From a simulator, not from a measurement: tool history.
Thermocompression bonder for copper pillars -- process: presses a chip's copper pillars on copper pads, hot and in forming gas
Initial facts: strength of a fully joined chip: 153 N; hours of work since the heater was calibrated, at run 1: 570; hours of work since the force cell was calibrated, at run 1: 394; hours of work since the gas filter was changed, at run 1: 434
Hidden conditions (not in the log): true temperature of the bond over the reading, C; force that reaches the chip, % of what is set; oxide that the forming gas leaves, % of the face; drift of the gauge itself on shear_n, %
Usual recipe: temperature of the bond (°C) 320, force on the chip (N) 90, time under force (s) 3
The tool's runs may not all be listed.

run	hour	temperature of the bond (°C)	force on the chip (N)	time under force (s)	hours of work since the heater was calibrated	hours of work since the force cell was calibrated	hours of work since the gas filter was changed	force that shears a chip off (N)
1	0	320	90	3	570	394	434	59.7
2	20.9	320	90	3	582	406	446	59
3	52.8	320	90	3	600	424	464	59.3
4	76	320	90	3	613	437	477	59.4
# hour 107.9: forming gas filter changed
5	107.9	320	90	3	631	455	0	65
6	142.1	320	80	3	651	474	19	61.6
7	177.2	320	80	3	671	494	40	60.6
8	221.8	320	80	3	696	520	65	60.3
9	244.9	320	80	3	709	533	78	60.7
10	279.8	320	111	3	729	553	98	70.5
11	312.2	320	98	3	748	571	116	66.2
12	336.7	320	62	3	762	585	130	52.3
13	378	320	62	3	785	609	154	52.2
14	404.1	320	62	3	800	624	169	51.3
15	430.1	320	62	3	815	639	184	51.9
16	472.6	341	75	3	839	663	208	68.1
17	491.8	339	98	3	850	674	219	74.9

How would selected steps in force that shears a chip off (N) from run to run divide? Give the signed amount a tool lacking its hidden state would still show from settings, what came in and random variation, and the signed amount left for the hidden state, including any gauge scatter that is not in both of the compared results.
Run 4 -> 5: forming gas filter changed. force that shears a chip off (N) +5.6: hidden state +6.1, all else -0.5.
Run 15 -> 16: temperature of the bond (°C) 320 -> 341, force on the chip (N) 62 -> 75. force that shears a chip off (N) +16.2: hidden state -1, all else +17.2.
